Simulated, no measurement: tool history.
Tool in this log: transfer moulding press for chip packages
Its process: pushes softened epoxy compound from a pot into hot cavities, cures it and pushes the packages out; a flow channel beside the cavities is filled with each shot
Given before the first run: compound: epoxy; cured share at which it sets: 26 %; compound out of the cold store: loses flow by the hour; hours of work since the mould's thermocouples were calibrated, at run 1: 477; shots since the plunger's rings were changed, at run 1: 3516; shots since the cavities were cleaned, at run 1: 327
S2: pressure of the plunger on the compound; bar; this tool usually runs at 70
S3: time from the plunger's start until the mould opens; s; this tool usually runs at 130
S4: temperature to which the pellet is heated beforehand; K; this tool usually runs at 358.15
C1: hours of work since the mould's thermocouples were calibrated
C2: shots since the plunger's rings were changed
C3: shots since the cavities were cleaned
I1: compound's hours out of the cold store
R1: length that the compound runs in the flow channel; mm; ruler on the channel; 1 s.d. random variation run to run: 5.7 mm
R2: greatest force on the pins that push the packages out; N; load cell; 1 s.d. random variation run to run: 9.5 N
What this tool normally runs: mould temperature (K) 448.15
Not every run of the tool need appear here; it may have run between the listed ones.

run 1 hour=0 | mould_temperature_(K)=448.15 S2=70 S3=130 S4=358.15 | C1=477 C2=3516 C3=327 | I1=47.7 | R1=500 R2=527
run 2 hour=7.9 | mould_temperature_(K)=448.15 S2=70 S3=159 S4=358.15 | C1=482 C2=3592 C3=403 | I1=37.8 | R1=531 R2=470
run 3 hour=27.3 | mould_temperature_(K)=448.15 S2=70 S3=159 S4=358.15 | C1=495 C2=3778 C3=589 | I1=46.4 | R1=510 R2=517
run 4 hour=40 | mould_temperature_(K)=448.15 S2=70 S3=159 S4=358.15 | C1=504 C2=3900 C3=711 | I1=13.6 | R1=611 R2=546
-- hour=48 mould's thermocouples calibrated
run 5 hour=58.7 | mould_temperature_(K)=448.15 S2=70 S3=130 S4=358.15 | C1=7 C2=4061 C3=872 | I1=25.2 | R1=572 R2=707
run 6 hour=73.2 | mould_temperature_(K)=448.15 S2=70 S3=161 S4=358.15 | C1=17 C2=4199 C3=1010 | I1=37.2 | R1=528 R2=576
-- hour=91.7 cavities cleaned with cleaning compound and waxed
run 7 hour=91.7 | mould_temperature_(K)=448.15 S2=70 S3=161 S4=358.15 | C1=28 C2=4362 C3=0 | I1=13.8 | R1=594 R2=388
run 8 hour=107.1 | mould_temperature_(K)=448.15 S2=70 S3=130 S4=360.15 | C1=39 C2=4511 C3=149 | I1=32.6 | R1=534 R2=512
run 9 hour=118.7 | mould_temperature_(K)=448.15 S2=70 S3=130 S4=360.15 | C1=47 C2=4622 C3=260 | I1=23.4 | R1=571 R2=563
run 10 hour=128.2 | mould_temperature_(K)=448.15 S2=70 S3=130 S4=360.15 | C1=53 C2=4713 C3=351 | I1=13.7 | R1=614 R2=598
run 11 hour=139.9 | mould_temperature_(K)=453.15 S2=70 S3=123 S4=360.15 | C1=61 C2=4826 C3=464 | I1=16.6 | R1=586 R2=568
run 12 hour=154.1 | mould_temperature_(K)=455.15 S2=70 S3=152 S4=358.15 | C1=71 C2=4962 C3=600 | I1=40.3 | R1=496 R2=518
run 13 hour=171.2 | mould_temperature_(K)=448.15 S2=70 S3=164 S4=358.15 | C1=82 C2=5126 C3=764 | I1=40.2 | R1=502 R2=534

What will run 14 give?
-- hour=179.8 plunger's sealing rings changed
run 14 hour=189.1 | mould_temperature_(K)=451.15 S2=76.6 S3=130 S4=363.15 | C1=93 C2=90 C3=912 | I1=15 | R1=? R2=?

Run 14 produced R1 663 mm, R2 606 N.
Take away the tool's hidden state, keep the run-to-run variation as it was, and the same run would have given R1 666 mm, R2 381 N.
